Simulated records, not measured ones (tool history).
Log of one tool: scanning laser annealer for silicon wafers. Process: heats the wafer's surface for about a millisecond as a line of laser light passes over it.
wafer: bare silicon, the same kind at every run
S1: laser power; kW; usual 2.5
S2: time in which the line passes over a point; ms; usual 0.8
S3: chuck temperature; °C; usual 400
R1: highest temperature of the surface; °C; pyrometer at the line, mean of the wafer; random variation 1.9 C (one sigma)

run,hour,S1,S2,S3,R1
1,0,2.5,0.8,400,1189
2,25.8,2.5,0.8,392,1177
3,40.3,2.441,0.8,392,1154
4,66.2,2.441,0.8,392,1154
5,100.1,2.441,0.8,392,1154
6,117.5,2.441,0.8,392,1152
7,150.2,2.441,0.8,392,1149
8,172.8,2.68,0.8,392,1237
9,194.6,2.68,0.8,392,1239
10,214.6,2.5,0.882,400,1212
11,233.8,2.5,0.882,400,1214
12,264.3,2.5,0.882,400,1208
13,287.9,2.5,0.8,400,1174
14,304.8,2.5,0.8,400,1172
# hour 327.3: window over the wafer cleaned
15,337.8,2.5,0.8,400,1192
16,360.4,2.522,0.8,400,1201
17,379.7,2.522,0.8,400,1201
18,409,2.5,0.8,400,1188
19,443.2,2.5,0.797,400,1186
20,471.3,2.5,0.621,400,1104
21,503.3,2.5,0.633,400,1104
22,534.1,2.5,0.592,377,1063
23,549.2,2.172,0.847,400,1081
24,575.9,2.5,0.848,400,1201
25,602.2,2.366,0.848,400,1150
26,629.3,2.5,0.582,420,1096
27,644.1,2.5,0.582,420,1094
28,674.3,2.5,0.582,420,1090
29,692.9,2.5,0.582,420,1094
30,718.6,2.308,0.967,406,1171
31,742.3,2.5,0.719,421,1157
32,775.6,2.5,0.719,421,1157
# hour 787.7: optics aligned, line set to its width
33,797.8,2.5,0.719,421,1182
34,825.9,2.154,0.593,377,959
35,845.2,2.154,0.593,377,959
36,876.8,2.5,0.636,400,1117
37,894.8,2.182,0.698,400,1039
38,913,2.182,0.698,400,1032
39,947.2,2.216,0.721,400,1052
40,975.7,2.498,0.78,400,1181
# hour 993.8: window over the wafer cleaned
41,1001.2,2.716,0.801,438,1333

Hidden state or all else? Some run-to-run changes of R1, split into what the settings, what came in and random variation would give without the hidden state, and what is left for the hidden state (with any gauge scatter that isn't in both results):
The hidden state here: light that passes the window, % of a clean one's; laser's true power over the reading, %; width of the line over the set one, %; drift of the gauge itself on peak_c, C.
Run 14 -> 15: window over the wafer cleaned. R1 +20 °C: hidden state +20, all else +0.
Run 32 -> 33: optics aligned, line set to its width. R1 +25 °C: hidden state +24, all else +1.
Run 33 -> 34: S1 2.5 -> 2.154, S2 0.719 -> 0.593, S3 421 -> 377. R1 -223 °C: hidden state +6, all else -229.
Run 35 -> 36: S1 2.154 -> 2.5, S2 0.593 -> 0.636, S3 377 -> 400. R1 +158 °C: hidden state -7, all else +165.
Run 40 -> 41: S1 2.498 -> 2.716, S2 0.78 -> 0.801, S3 400 -> 438, window over the wafer cleaned. R1 +152 °C: hidden state +23, all else +129.
